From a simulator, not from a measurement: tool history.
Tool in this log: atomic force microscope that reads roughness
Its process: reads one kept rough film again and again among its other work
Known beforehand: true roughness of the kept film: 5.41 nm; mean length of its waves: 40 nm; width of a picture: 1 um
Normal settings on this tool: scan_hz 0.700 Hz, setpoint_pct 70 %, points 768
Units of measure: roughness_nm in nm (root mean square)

run     day  scan_hz  setpoint_pct  points  roughness_nm
  1   0.000    0.700            70     768         4.825
  2   1.983    0.700            70     772         4.808
  3   4.467    0.700            70     772         4.854
      6.358  -- new tip fitted
  4   6.958    0.700            70     768         4.832
  5   8.938    0.700            70     768         4.826
  6  10.358    0.700            88     768         4.715
  7  12.879    0.700            88     768         4.672
     14.425  -- new tip fitted
  8  15.579    0.700            88     768         4.672
  9  18.175    0.700            88     768         4.714
 10  20.525    0.822            75     295         4.752
     22.542  -- new tip fitted
 11  22.908    1.480            62     697         4.802

Run 12, settings as shown, results not yet in. Your forecast:
 12  25.462    0.668            62     990             ?

roughness_nm: 4.894 nm (root mean square)
With no hidden state in the tool, this same run would have given roughness_nm 4.899 nm (root mean square).
